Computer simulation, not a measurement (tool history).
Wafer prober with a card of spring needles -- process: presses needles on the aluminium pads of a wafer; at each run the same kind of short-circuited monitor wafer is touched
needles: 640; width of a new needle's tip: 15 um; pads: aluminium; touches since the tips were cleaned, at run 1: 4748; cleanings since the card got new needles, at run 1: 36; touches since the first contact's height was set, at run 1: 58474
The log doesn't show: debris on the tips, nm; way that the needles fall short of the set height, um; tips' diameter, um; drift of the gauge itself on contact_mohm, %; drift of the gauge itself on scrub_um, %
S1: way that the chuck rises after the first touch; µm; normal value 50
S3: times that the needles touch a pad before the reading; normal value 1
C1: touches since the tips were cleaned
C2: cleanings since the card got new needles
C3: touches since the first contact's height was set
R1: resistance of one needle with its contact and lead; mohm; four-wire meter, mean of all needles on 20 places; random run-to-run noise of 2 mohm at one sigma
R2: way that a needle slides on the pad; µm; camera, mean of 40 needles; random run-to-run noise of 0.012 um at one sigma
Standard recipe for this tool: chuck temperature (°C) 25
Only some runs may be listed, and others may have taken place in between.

run 1 hour=0 | S1=50 chuck_temperature_(°C)=25 S3=1 | C1=4748 C2=36 C3=58474 | R1=226 R2=7.35
-- hour=1 tips cleaned on abrasive film
run 2 hour=8.3 | S1=50 chuck_temperature_(°C)=25 S3=1 | C1=4461 C2=37 C3=63507 | R1=225 R2=7.32
-- hour=9.9 tips cleaned on abrasive film
run 3 hour=12.7 | S1=50 chuck_temperature_(°C)=25 S3=1 | C1=1691 C2=38 C3=66162 | R1=224 R2=7.31
run 4 hour=18.1 | S1=50 chuck_temperature_(°C)=25 S3=1 | C1=5048 C2=38 C3=69519 | R1=224 R2=7.32
-- hour=19.1 tips cleaned on abrasive film
run 5 hour=25.4 | S1=50 chuck_temperature_(°C)=25 S3=3 | C1=3844 C2=39 C3=73931 | R1=225 R2=7.34
-- hour=27.7 tips cleaned on abrasive film
run 6 hour=35.3 | S1=50 chuck_temperature_(°C)=25 S3=3 | C1=4690 C2=40 C3=79974 | R1=225 R2=7.32
-- hour=36.2 tips cleaned on abrasive film
run 7 hour=41.7 | S1=50 chuck_temperature_(°C)=25 S3=1 | C1=3422 C2=41 C3=83895 | R1=222 R2=7.34
-- hour=45.1 tips cleaned on abrasive film
run 8 hour=47.3 | S1=50 chuck_temperature_(°C)=25 S3=1 | C1=1342 C2=42 C3=87264 | R1=220 R2=7.34
run 9 hour=52.3 | S1=33 chuck_temperature_(°C)=25 S3=1 | C1=4401 C2=42 C3=90323 | R1=231 R2=4.84
-- hour=53.5 tips cleaned on abrasive film
run 10 hour=60.9 | S1=33 chuck_temperature_(°C)=25 S3=1 | C1=4535 C2=43 C3=95591 | R1=230 R2=4.81
-- hour=62.3 tips cleaned on abrasive film
run 11 hour=66.4 | S1=33 chuck_temperature_(°C)=25 S3=1 | C1=2530 C2=44 C3=98901 | R1=234 R2=4.82
-- hour=70.8 tips cleaned on abrasive film
run 12 hour=72.8 | S1=33 chuck_temperature_(°C)=37 S3=2 | C1=1232 C2=45 C3=102778 | R1=234 R2=4.84
-- hour=79.2 tips cleaned on abrasive film
run 13 hour=80 | S1=33 chuck_temperature_(°C)=37 S3=2 | C1=454 C2=46 C3=107159 | R1=239 R2=4.85
run 14 hour=85.4 | S1=57 chuck_temperature_(°C)=123 S3=2 | C1=3793 C2=46 C3=110498 | R1=243 R2=8.34
-- hour=87.6 tips cleaned on abrasive film
run 15 hour=93.3 | S1=55 chuck_temperature_(°C)=95 S3=3 | C1=3509 C2=47 C3=115336 | R1=240 R2=8.05
-- hour=96.4 tips cleaned on abrasive film
run 16 hour=98.1 | S1=50 chuck_temperature_(°C)=56 S3=1 | C1=1027 C2=48 C3=118212 | R1=230 R2=7.32
run 17 hour=103.8 | S1=36 chuck_temperature_(°C)=56 S3=3 | C1=4556 C2=48 C3=121741 | R1=240 R2=5.27
-- hour=105.3 tips cleaned on abrasive film
run 18 hour=112.3 | S1=36 chuck_temperature_(°C)=56 S3=3 | C1=4304 C2=49 C3=126887 | R1=235 R2=5.25
-- hour=113.8 tips cleaned on abrasive film
run 19 hour=118.8 | S1=46 chuck_temperature_(°C)=95 S3=2 | C1=3060 C2=50 C3=130855 | R1=245 R2=6.72
-- hour=122.5 tips cleaned on abrasive film
run 20 hour=128 | S1=46 chuck_temperature_(°C)=95 S3=2 | C1=3417 C2=51 C3=136472 | R1=244 R2=6.73
-- hour=131.6 tips cleaned on abrasive film
run 21 hour=134.8 | S1=50 chuck_temperature_(°C)=31 S3=2 | C1=1959 C2=52 C3=140602 | R1=227 R2=7.32
-- hour=140.2 tips cleaned on abrasive film
run 22 hour=140.2 | S1=43 chuck_temperature_(°C)=31 S3=2 | C1=0 C2=53 C3=143869 | R1=227 R2=6.3

Predict each of these 4 candidate next runs independently; none follows another, all start after run 22:
run A hour=146.8 | S1=32 chuck_temperature_(°C)=76 S3=1 | C1=4069 C2=53 C3=147938 | R1=? R2=?
run B hour=146.8 | S1=39 chuck_temperature_(°C)=59 S3=1 | C1=4069 C2=53 C3=147938 | R1=? R2=?
run C hour=146.8 | S1=40 chuck_temperature_(°C)=59 S3=2 | C1=4069 C2=53 C3=147938 | R1=? R2=?
run D hour=146.8 | S1=47 chuck_temperature_(°C)=37 S3=3 | C1=4069 C2=53 C3=147938 | R1=? R2=?

run=A R1=246 R2=4.69
run=B R1=235 R2=5.7
run=C R1=238 R2=5.86
run=D R1=227 R2=6.87
With no hidden state in the tool, these same runs would have given:
run=A R1=245 R2=4.69
run=B R1=234 R2=5.7
run=C R1=238 R2=5.86
run=D R1=227 R2=6.87
